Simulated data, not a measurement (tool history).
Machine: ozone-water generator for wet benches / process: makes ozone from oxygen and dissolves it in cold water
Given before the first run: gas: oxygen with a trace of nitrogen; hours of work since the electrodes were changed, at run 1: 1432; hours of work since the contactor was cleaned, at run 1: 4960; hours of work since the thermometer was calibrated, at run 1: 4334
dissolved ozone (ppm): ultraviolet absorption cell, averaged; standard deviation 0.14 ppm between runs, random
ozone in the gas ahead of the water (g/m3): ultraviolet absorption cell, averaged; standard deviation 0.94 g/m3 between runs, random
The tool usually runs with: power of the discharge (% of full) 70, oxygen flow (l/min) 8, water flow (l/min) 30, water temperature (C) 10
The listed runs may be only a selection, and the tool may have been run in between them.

| run | hour | power of the discharge (% of full) | oxygen flow (l/min) | water flow (l/min) | water temperature (C) | hours of work since the electrodes were changed | hours of work since the contactor was cleaned | hours of work since the thermometer was calibrated | dissolved ozone (ppm) | ozone in the gas ahead of the water (g/m3) |
|---|---|---|---|---|---|---|---|---|---|---|
| 1 | 0 | 70 | 8 | 30 | 10 | 1432 | 4960 | 4334 | 15 | 156.4 |
| 2 | 23.6 | 70 | 8 | 30 | 10 | 1456 | 4984 | 4358 | 15.1 | 156.9 |
| 3 | 48.2 | 70 | 8 | 30 | 10 | 1481 | 5009 | 4382 | 14.9 | 157.8 |
| 4 | 73.4 | 70 | 8 | 30 | 10 | 1506 | 5034 | 4407 | 15.2 | 157 |
| 5 | 100 | 70 | 8.45 | 30 | 10 | 1532 | 5060 | 4434 | 15.3 | 154.6 |
| 6 | 125.9 | 70 | 8 | 30 | 10 | 1558 | 5086 | 4460 | 15.4 | 157.9 |
| 7 | 153.4 | 70 | 8 | 30 | 10 | 1586 | 5114 | 4487 | 15 | 155.7 |
| 8 | 187.4 | 70 | 8 | 30 | 10 | 1620 | 5148 | 4521 | 15.1 | 157.2 |
| 9 | 204.6 | 70 | 8 | 30 | 10 | 1637 | 5165 | 4538 | 15.2 | 156.4 |
| 10 | 244 | 70 | 8 | 30 | 10 | 1676 | 5204 | 4578 | 15.2 | 156.6 |
| 11 | 263.9 | 41 | 8 | 30 | 10 | 1696 | 5224 | 4598 | 11.1 | 116.9 |
| 12 | 284.8 | 41 | 8 | 30 | 10 | 1717 | 5245 | 4619 | 11.1 | 117.6 |
|  | 308.5 | contactor cleaned |
| 13 | 311.9 | 41 | 8 | 30 | 10 | 1740 | 3 | 4642 | 11.3 | 118.3 |
| 14 | 346.3 | 41 | 8 | 30 | 10 | 1774 | 38 | 4676 | 11.4 | 115.5 |
| 15 | 379.6 | 70 | 8 | 43 | 10 | 1808 | 71 | 4709 | 11.1 | 157.3 |
| 16 | 415.9 | 70 | 8 | 30 | 10 | 1844 | 107 | 4746 | 15.5 | 156 |
| 17 | 433 | 70 | 7.96 | 48 | 10 | 1861 | 125 | 4763 | 9.7 | 156.4 |
| 18 | 454.1 | 86 | 5.4 | 30 | 10 | 1882 | 146 | 4784 | 15.1 | 199.4 |
| 19 | 481.1 | 86 | 4.08 | 28 | 11 | 1909 | 173 | 4811 | 14.5 | 221 |
| 20 | 507.6 | 86 | 4.08 | 28 | 11 | 1936 | 199 | 4837 | 14.5 | 221.7 |
| 21 | 524.9 | 86 | 4.08 | 28 | 11 | 1953 | 216 | 4855 | 14.5 | 221.5 |
| 22 | 553.6 | 70 | 5.69 | 30 | 9 | 1982 | 245 | 4883 | 14 | 176 |
| 23 | 577 | 40 | 6.55 | 30 | 12 | 2005 | 268 | 4907 | 10.4 | 123 |
| 24 | 613.3 | 40 | 6.55 | 21 | 12 | 2041 | 305 | 4943 | 14.2 | 123 |
| 25 | 652.8 | 57 | 6.55 | 21 | 12 | 2081 | 344 | 4982 | 17.1 | 149.8 |
| 26 | 676.1 | 56 | 7.45 | 42 | 8 | 2104 | 367 | 5006 | 9.7 | 141.1 |
| 27 | 716.1 | 99 | 5.15 | 20 | 10 | 2144 | 407 | 5046 | 23.2 | 219.8 |
| 28 | 744.9 | 97 | 14.36 | 46 | 10 | 2173 | 436 | 5075 | 14.7 | 151.4 |
| 29 | 767.8 | 86 | 8 | 47 | 10 | 2196 | 459 | 5097 | 11.3 | 172.9 |
| 30 | 806.9 | 70 | 8 | 21 | 10 | 2235 | 498 | 5136 | 20.3 | 155.4 |
| 31 | 843.7 | 65 | 5.44 | 27 | 10 | 2272 | 535 | 5173 | 14.5 | 171.9 |
| 32 | 884.1 | 65 | 5.44 | 27 | 10 | 2312 | 575 | 5214 | 14.4 | 170.6 |

Take each entry between the runs: how does the hidden state at the last listed run before it differ from the hidden state at the first listed run after it?
Logged between run 12 and run 13: contactor cleaned (hour 308.5)
  yield of the discharge, % of new electrodes': 97.7 -> 97.6; contactor's efficiency, % of a clean one's: 95.6 -> 98.9
  what was measured, less what the result would be without the hidden state, dissolved ozone (ppm): -0.5 -> -0.3; ozone in the gas ahead of the water (g/m3): -2 -> -2

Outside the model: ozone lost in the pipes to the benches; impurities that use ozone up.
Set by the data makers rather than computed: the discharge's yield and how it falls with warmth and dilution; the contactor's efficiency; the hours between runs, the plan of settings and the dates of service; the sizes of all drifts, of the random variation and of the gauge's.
